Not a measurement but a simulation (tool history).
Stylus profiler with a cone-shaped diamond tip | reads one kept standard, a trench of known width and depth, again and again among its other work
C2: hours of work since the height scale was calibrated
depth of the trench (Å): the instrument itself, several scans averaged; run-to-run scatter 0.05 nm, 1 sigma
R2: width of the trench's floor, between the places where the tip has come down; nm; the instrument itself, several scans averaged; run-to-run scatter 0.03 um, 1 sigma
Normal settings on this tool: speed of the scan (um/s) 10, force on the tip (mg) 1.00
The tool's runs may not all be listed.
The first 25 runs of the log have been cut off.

run 26 hour=571.5 | speed_of_the_scan_(um/s)=27 force_on_the_tip_(mg)=0.46 | scans_with_this_tip=2742 C2=427 | depth_of_the_trench_(Å)=2006.5 R2=17910
run 27 hour=588.1 | speed_of_the_scan_(um/s)=7 force_on_the_tip_(mg)=0.54 | scans_with_this_tip=2808 C2=437 | depth_of_the_trench_(Å)=2006.9 R2=18070
run 28 hour=619.9 | speed_of_the_scan_(um/s)=13 force_on_the_tip_(mg)=1.45 | scans_with_this_tip=2933 C2=457 | depth_of_the_trench_(Å)=2013.5 R2=18060
run 29 hour=648.0 | speed_of_the_scan_(um/s)=10 force_on_the_tip_(mg)=0.42 | scans_with_this_tip=3044 C2=474 | depth_of_the_trench_(Å)=2007.0 R2=18060
run 30 hour=663.7 | speed_of_the_scan_(um/s)=3 force_on_the_tip_(mg)=0.92 | scans_with_this_tip=3106 C2=484 | depth_of_the_trench_(Å)=2009.4 R2=18060
run 31 hour=695.9 | speed_of_the_scan_(um/s)=3 force_on_the_tip_(mg)=0.92 | scans_with_this_tip=3233 C2=504 | depth_of_the_trench_(Å)=2010.1 R2=18080
run 32 hour=713.6 | speed_of_the_scan_(um/s)=13 force_on_the_tip_(mg)=0.97 | scans_with_this_tip=3302 C2=514 | depth_of_the_trench_(Å)=2011.2 R2=18090
run 33 hour=731.6 | speed_of_the_scan_(um/s)=2 force_on_the_tip_(mg)=0.76 | scans_with_this_tip=3373 C2=525 | depth_of_the_trench_(Å)=2009.5 R2=18090
run 34 hour=754.9 | speed_of_the_scan_(um/s)=2 force_on_the_tip_(mg)=0.76 | scans_with_this_tip=3465 C2=540 | depth_of_the_trench_(Å)=2008.9 R2=18100
run 35 hour=778.1 | speed_of_the_scan_(um/s)=9 force_on_the_tip_(mg)=0.76 | scans_with_this_tip=3556 C2=554 | depth_of_the_trench_(Å)=2009.3 R2=18020
run 36 hour=794.0 | speed_of_the_scan_(um/s)=27 force_on_the_tip_(mg)=0.77 | scans_with_this_tip=3619 C2=564 | depth_of_the_trench_(Å)=2010.0 R2=17910
run 37 hour=827.9 | speed_of_the_scan_(um/s)=27 force_on_the_tip_(mg)=0.77 | scans_with_this_tip=3753 C2=585 | depth_of_the_trench_(Å)=2010.0 R2=17950
run 38 hour=858.5 | speed_of_the_scan_(um/s)=4 force_on_the_tip_(mg)=0.83 | scans_with_this_tip=3873 C2=603 | depth_of_the_trench_(Å)=2010.4 R2=18060
run 39 hour=885.1 | speed_of_the_scan_(um/s)=36 force_on_the_tip_(mg)=0.45 | scans_with_this_tip=3978 C2=620 | depth_of_the_trench_(Å)=2006.4 R2=17780
run 40 hour=902.0 | speed_of_the_scan_(um/s)=36 force_on_the_tip_(mg)=0.45 | scans_with_this_tip=4045 C2=630 | depth_of_the_trench_(Å)=2006.9 R2=17800
run 41 hour=929.1 | speed_of_the_scan_(um/s)=29 force_on_the_tip_(mg)=0.79 | scans_with_this_tip=4151 C2=647 | depth_of_the_trench_(Å)=2010.1 R2=17910
run 42 hour=956.7 | speed_of_the_scan_(um/s)=3 force_on_the_tip_(mg)=1.01 | scans_with_this_tip=4260 C2=664 | depth_of_the_trench_(Å)=2011.4 R2=18100
run 43 hour=989.2 | speed_of_the_scan_(um/s)=22 force_on_the_tip_(mg)=1.00 | scans_with_this_tip=4388 C2=684 | depth_of_the_trench_(Å)=2011.8 R2=17960
run 44 hour=1016.3 | speed_of_the_scan_(um/s)=22 force_on_the_tip_(mg)=1.00 | scans_with_this_tip=4495 C2=700 | depth_of_the_trench_(Å)=2012.0 R2=17980
run 45 hour=1040.1 | speed_of_the_scan_(um/s)=22 force_on_the_tip_(mg)=1.00 | scans_with_this_tip=4589 C2=715 | depth_of_the_trench_(Å)=2011.7 R2=17950
run 46 hour=1064.0 | speed_of_the_scan_(um/s)=22 force_on_the_tip_(mg)=1.00 | scans_with_this_tip=4683 C2=729 | depth_of_the_trench_(Å)=2010.9 R2=17960
run 47 hour=1095.0 | speed_of_the_scan_(um/s)=10 force_on_the_tip_(mg)=2.85 | scans_with_this_tip=4805 C2=749 | depth_of_the_trench_(Å)=2022.9 R2=17990

Predict each of these 4 candidate next runs independently; none follows another, all start after run 47:
run A hour=1124.7 | speed_of_the_scan_(um/s)=2 force_on_the_tip_(mg)=0.36 | scans_with_this_tip=4922 C2=767 | depth_of_the_trench_(Å)=? R2=?
run B hour=1124.7 | speed_of_the_scan_(um/s)=6 force_on_the_tip_(mg)=2.85 | scans_with_this_tip=4922 C2=767 | depth_of_the_trench_(Å)=? R2=?
run C hour=1124.7 | speed_of_the_scan_(um/s)=7 force_on_the_tip_(mg)=1.09 | scans_with_this_tip=4922 C2=767 | depth_of_the_trench_(Å)=? R2=?
run D hour=1124.7 | speed_of_the_scan_(um/s)=28 force_on_the_tip_(mg)=0.62 | scans_with_this_tip=4922 C2=767 | depth_of_the_trench_(Å)=? R2=?

run=A depth_of_the_trench_(Å)=2007.0 R2=18080
run=B depth_of_the_trench_(Å)=2023.7 R2=18110
run=C depth_of_the_trench_(Å)=2012.7 R2=18050
run=D depth_of_the_trench_(Å)=2008.8 R2=17890
With no hidden state in the tool, these same runs would have given:
run=A depth_of_the_trench_(Å)=2005.9 R2=18260
run=B depth_of_the_trench_(Å)=2022.6 R2=18290
run=C depth_of_the_trench_(Å)=2011.6 R2=18230
run=D depth_of_the_trench_(Å)=2007.6 R2=18070

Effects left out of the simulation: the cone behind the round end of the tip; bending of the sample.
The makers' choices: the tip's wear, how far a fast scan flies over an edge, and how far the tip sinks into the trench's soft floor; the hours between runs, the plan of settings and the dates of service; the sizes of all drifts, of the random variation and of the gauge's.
